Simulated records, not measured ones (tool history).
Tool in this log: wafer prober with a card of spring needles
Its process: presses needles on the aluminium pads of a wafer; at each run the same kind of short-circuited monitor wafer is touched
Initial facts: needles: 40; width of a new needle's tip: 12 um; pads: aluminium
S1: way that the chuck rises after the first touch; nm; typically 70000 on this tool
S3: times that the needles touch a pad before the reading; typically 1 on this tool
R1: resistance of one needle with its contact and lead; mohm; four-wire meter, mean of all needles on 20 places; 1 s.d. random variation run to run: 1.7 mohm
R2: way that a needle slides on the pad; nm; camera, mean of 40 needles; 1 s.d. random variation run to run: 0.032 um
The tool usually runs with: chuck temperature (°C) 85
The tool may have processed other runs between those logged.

run 1 day=0 | S1=70000 chuck_temperature_(°C)=85 S3=1 | R1=167 R2=10530
-- day=0.317 tips cleaned on abrasive film
run 2 day=0.317 | S1=70000 chuck_temperature_(°C)=85 S3=1 | R1=170 R2=10490
run 3 day=0.55 | S1=70000 chuck_temperature_(°C)=85 S3=1 | R1=169 R2=10520
run 4 day=0.912 | S1=70000 chuck_temperature_(°C)=38 S3=1 | R1=159 R2=10570
-- day=1.225 tips cleaned on abrasive film
run 5 day=1.292 | S1=70000 chuck_temperature_(°C)=38 S3=1 | R1=161 R2=10530
run 6 day=1.738 | S1=70000 chuck_temperature_(°C)=38 S3=1 | R1=160 R2=10600
run 7 day=2.104 | S1=60000 chuck_temperature_(°C)=38 S3=1 | R1=164 R2=9050
-- day=2.15 tips cleaned on abrasive film
run 8 day=2.496 | S1=60000 chuck_temperature_(°C)=38 S3=1 | R1=160 R2=9080
run 9 day=2.767 | S1=60000 chuck_temperature_(°C)=38 S3=1 | R1=161 R2=9110
-- day=3.088 tips cleaned on abrasive film
run 10 day=3.167 | S1=60000 chuck_temperature_(°C)=38 S3=1 | R1=163 R2=9050
run 11 day=3.6 | S1=69000 chuck_temperature_(°C)=38 S3=1 | R1=161 R2=10480
run 12 day=3.846 | S1=69000 chuck_temperature_(°C)=38 S3=1 | R1=164 R2=10430

Each row is a separate what-if for the run after 12, all from the same tool condition, not one after another. Results?
-- day=4.025 tips cleaned on abrasive film
run A day=4.175 | S1=61000 chuck_temperature_(°C)=85 S3=1 | R1=? R2=?
-- day=4.025 tips cleaned on abrasive film
run B day=4.175 | S1=69000 chuck_temperature_(°C)=38 S3=3 | R1=? R2=?
-- day=4.025 tips cleaned on abrasive film
run C day=4.175 | S1=65000 chuck_temperature_(°C)=26 S3=3 | R1=? R2=?
-- day=4.025 tips cleaned on abrasive film
run D day=4.175 | S1=62000 chuck_temperature_(°C)=31 S3=2 | R1=? R2=?

run=A R1=168 R2=9200
run=B R1=160 R2=10420
run=C R1=157 R2=9780
run=D R1=158 R2=9310
With no hidden state in the tool, these same runs would have given:
run=A R1=168 R2=9150
run=B R1=160 R2=10360
run=C R1=156 R2=9720
run=D R1=158 R2=9260
